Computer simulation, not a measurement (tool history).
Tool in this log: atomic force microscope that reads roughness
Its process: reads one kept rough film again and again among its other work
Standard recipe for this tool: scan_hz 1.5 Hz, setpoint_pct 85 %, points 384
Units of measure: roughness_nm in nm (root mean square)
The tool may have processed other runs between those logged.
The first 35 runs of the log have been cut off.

run    hour  scan_hz  setpoint_pct  points  roughness_nm
 36  1255.4     0.73            58     301         1.998
 37  1281.5     0.73            58     301         1.998
 38  1316.9     0.95            70     604         1.968
     1338.3  -- new tip fitted
 39  1341.6     0.95            70     604         1.985
 40  1379.7      1.5            57     384         1.984
 41  1407.7     1.39            57     260         1.962
 42  1450.6     1.43            85     376         1.726
 43  1476.6     2.74            85     376         1.511
 44  1522.3     1.65            80     435          1.77
 45  1551.8     1.37            75     624         1.885
       1580  -- new tip fitted
 46  1584.3     1.37            81     576         1.835
     1600.6  -- height scale calibrated on a step standard
 47  1615.9     2.31            90     576         1.511
 48  1645.5     2.31            90     576         1.524
 49  1678.6     2.31            90     576         1.505
 50  1706.4      0.7            85     419         1.903

Consider 3 possible next runs. They are alternatives, not a sequence: every one starts from the tool as it was left by run 50. What does each give?
  A  1743.6     1.61            78     736             ?
  B  1743.6     0.52            59     646             ?
  C  1743.6      1.5            71     384             ?

run  roughness_nm
  A         1.818
  B         2.069
  C         1.893
Without the tool's hidden state the same runs would have given:
run  roughness_nm
  A          1.82
  B         2.071
  C         1.895

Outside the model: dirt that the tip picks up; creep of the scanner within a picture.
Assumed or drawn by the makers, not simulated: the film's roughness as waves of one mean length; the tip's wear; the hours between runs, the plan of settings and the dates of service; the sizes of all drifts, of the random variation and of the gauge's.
